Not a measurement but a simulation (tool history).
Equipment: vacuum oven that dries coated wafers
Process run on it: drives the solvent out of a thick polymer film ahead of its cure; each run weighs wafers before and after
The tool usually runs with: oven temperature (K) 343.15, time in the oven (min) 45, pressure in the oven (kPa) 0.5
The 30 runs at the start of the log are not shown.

Run 31, hour 931.1: usual settings but oven temperature (K) 328.15, pressure in the oven (kPa) 1.418. Result: solvent left in the film (%) 11.13.
Run 32, hour 961: usual settings but oven temperature (K) 342.15, time in the oven (min) 62, pressure in the oven (kPa) 0.422. Result: solvent left in the film (%) 1.98.
At hour 976.1: oven's thermocouples calibrated.
Run 33, hour 993.3: usual settings but oven temperature (K) 342.15, pressure in the oven (kPa) 1.748. Result: solvent left in the film (%) 4.14.
Run 34, hour 1014.9: usual settings but oven temperature (K) 345.15, pressure in the oven (kPa) 0.475. Result: solvent left in the film (%) 1.71.
Run 35, hour 1053.5: usual settings but oven temperature (K) 345.15, pressure in the oven (kPa) 0.475. Result: solvent left in the film (%) 1.74.
Run 36, hour 1075.4: usual settings but time in the oven (min) 25, pressure in the oven (kPa) 1.32. Result: solvent left in the film (%) 5.89.
Run 37, hour 1110.4: usual settings but time in the oven (min) 25, pressure in the oven (kPa) 1.32. Result: solvent left in the film (%) 5.95.
Run 38, hour 1143.5: usual settings but oven temperature (K) 342.15, time in the oven (min) 54, pressure in the oven (kPa) 0.793. Result: solvent left in the film (%) 2.57.
Run 39, hour 1169.9: usual settings but oven temperature (K) 342.15, time in the oven (min) 54, pressure in the oven (kPa) 0.793. Result: solvent left in the film (%) 2.61.
Run 40, hour 1198.4: usual settings but oven temperature (K) 332.15, time in the oven (min) 34, pressure in the oven (kPa) 0.985. Result: solvent left in the film (%) 9.41.
Run 41, hour 1238.7: usual settings but oven temperature (K) 337.15. Result: solvent left in the film (%) 4.88.

5 ways to go on from here, each from the tool as it stands after run 41. What would each give?
Run A, hour 1279.3: usual settings but oven temperature (K) 338.15, pressure in the oven (kPa) 0.752. Result: solvent left in the film (%) ?.
Run B, hour 1279.3: usual settings but pressure in the oven (kPa) 0.483. Result: solvent left in the film (%) ?.
Run C, hour 1279.3: usual settings but oven temperature (K) 330.15, time in the oven (min) 35, pressure in the oven (kPa) 1.315. Result: solvent left in the film (%) ?.
Run D, hour 1279.3: usual settings but oven temperature (K) 337.15, pressure in the oven (kPa) 1.299. Result: solvent left in the film (%) ?.
Run E, hour 1279.3: usual settings but oven temperature (K) 337.15, pressure in the oven (kPa) 1.98. Result: solvent left in the film (%) ?.

run  solvent left in the film (%)
  A                          4.82
  B                          2.36
  C                         10.78
  D                          5.82
  E                          6.87
Without the tool's unlogged condition, the same runs would have read:
run  solvent left in the film (%)
  A                          4.36
  B                          1.94
  C                         10.33
  D                          5.36
  E                           6.4
